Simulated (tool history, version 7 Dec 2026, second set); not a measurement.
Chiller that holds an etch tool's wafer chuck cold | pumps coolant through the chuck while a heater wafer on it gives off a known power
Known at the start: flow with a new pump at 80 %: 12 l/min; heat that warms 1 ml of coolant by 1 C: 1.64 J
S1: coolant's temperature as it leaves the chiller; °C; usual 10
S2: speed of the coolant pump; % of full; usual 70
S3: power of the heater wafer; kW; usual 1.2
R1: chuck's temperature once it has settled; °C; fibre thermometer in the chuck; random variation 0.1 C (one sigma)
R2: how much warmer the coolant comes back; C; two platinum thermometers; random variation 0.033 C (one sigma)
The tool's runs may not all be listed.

run 1 hour=0 | S1=10 S2=70 S3=1.2 | R1=23.8 R2=4.32
run 2 hour=21.3 | S1=10 S2=70 S3=1.2 | R1=24.1 R2=4.28
run 3 hour=56.1 | S1=10 S2=70 S3=1.2 | R1=24 R2=4.25
run 4 hour=81.4 | S1=6 S2=70 S3=1.2 | R1=20 R2=4.28
run 5 hour=119.2 | S1=6 S2=70 S3=1.2 | R1=19.9 R2=4.27
run 6 hour=157.8 | S1=6 S2=70 S3=1.2 | R1=19.9 R2=4.32

Forecast run 7:
run 7 hour=186.4 | S1=6 S2=70 S3=1.2 | R1=? R2=?

{"run 7": {"R1": 20.1, "R2": 4.34}}
Without the tool's hidden state the same run would have given R1 19.7 °C, R2 4.28 C.
